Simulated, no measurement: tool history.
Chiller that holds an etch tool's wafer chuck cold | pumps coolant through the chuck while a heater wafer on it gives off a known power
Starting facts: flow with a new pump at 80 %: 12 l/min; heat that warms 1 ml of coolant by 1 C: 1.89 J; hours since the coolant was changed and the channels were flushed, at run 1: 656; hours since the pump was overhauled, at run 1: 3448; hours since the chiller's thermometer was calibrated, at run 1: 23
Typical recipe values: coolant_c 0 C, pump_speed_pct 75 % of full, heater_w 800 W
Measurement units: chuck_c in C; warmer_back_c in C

run    hour  coolant_c  pump_speed_pct  heater_w  hours since the coolant was changed and the channels were flushed  hours since the pump was overhauled  hours since the chiller's thermometer was calibrated  chuck_c  warmer_back_c
  1       0          0              75       800                                                                656                                 3448                                                    23      6.7           2.46
  2    57.1          0              75       800                                                                713                                 3505                                                    80      6.7           2.45
  3     119          0              75       800                                                                775                                 3567                                                   142      6.8           2.45
  4   175.3          0              75       800                                                                831                                 3623                                                   198      6.8           2.45
  5   240.3          0              75       800                                                                896                                 3688                                                   263      6.8           2.49
  6   322.4          0              75       845                                                                978                                 3770                                                   345      7.2           2.58
  7   397.6          0              75       845                                                               1053                                 3845                                                   421      7.4           2.65
  8   493.9          0              75       845                                                               1149                                 3942                                                   517      7.7           2.63
  9   568.9          0              75       845                                                               1224                                 4017                                                   592      7.5           2.58
 10   654.5          0              75       845                                                               1310                                 4102                                                   677      7.4           2.62
 11   705.8          0              75       845                                                               1361                                 4154                                                   729      7.3           2.61
 12   769.2          0              75       845                                                               1425                                 4217                                                   792      7.5           2.64
 13   861.3          0              75       845                                                               1517                                 4309                                                   884      7.6           2.64
 14   932.8          0              75       800                                                               1588                                 4381                                                   956      7.1           2.47
 15  1034.6          0              75       800                                                               1690                                 4482                                                  1058      7.3           2.57
 16  1141.5          0              75       800                                                               1797                                 4589                                                  1164      7.2           2.56
 17  1213.8          4              75       410                                                               1869                                 4662                                                  1237      7.8            1.3
 18  1293.7          4              92       995                                                               1949                                 4741                                                  1317     11.9           2.51
 19  1375.4          4              92       995                                                               2031                                 4823                                                  1398     11.9           2.59
     1381.7  -- chiller's thermometer calibrated
 20  1472.6          6              75      1162                                                               2127                                 4919                                                    91     16.9           3.71
 21  1536.1          1              84       750                                                               2191                                 4983                                                   154      7.7           2.15
 22  1645.2         -2              80       586                                                               2300                                 5092                                                   264      3.7           1.76
     1702.7  -- chiller's thermometer calibrated, once more
 23  1761.9          0              79       725                                                               2415                                 5208                                                    59      6.3           2.18
 24  1849.1          0              79       725                                                               2503                                 5295                                                   146      6.5           2.23
 25  1909.7          2              83       644                                                               2563                                 5355                                                   207      7.6           1.86
 26  1982.2         -8              81       599                                                               2636                                 5428                                                   279     -2.6           1.77
 27  2029.4          0              94       800                                                               2683                                 5475                                                   327      6.3           2.03
 28  2096.8          0              94       800                                                               2750                                 5543                                                   394      6.2           1.99
 29  2153.3         -3              66      1110                                                               2807                                 5599                                                   451      8.2           4.14
 30  2238.2         -4              73       928                                                               2892                                 5684                                                   535      4.9           3.12
 31  2298.3         -4              73       928                                                               2952                                 5744                                                   596      4.7            3.1

Each row is a separate what-if for the run after 31, all from the same tool condition, not one after another. Results?
  A  2387.7         -9              93      1006                                                               3041                                 5833                                                   685        ?              ?
  B  2387.7         -4              96       546                                                               3041                                 5833                                                   685        ?              ?
  C  2387.7          5              75       800                                                               3041                                 5833                                                   685        ?              ?
  D  2387.7          2              93       765                                                               3041                                 5833                                                   685        ?              ?
  E  2387.7         -4              78       786                                                               3041                                 5833                                                   685        ?              ?

run  chuck_c  warmer_back_c
  A     -0.9           2.58
  B      0.4           1.36
  C     12.5           2.61
  D      8.1           1.92
  E      3.3           2.46
Without the tool's hidden state the same runs would have given:
run  chuck_c  warmer_back_c
  A     -2.3           2.23
  B     -0.5           1.18
  C     11.2           2.26
  D        7           1.66
  E      2.1           2.14
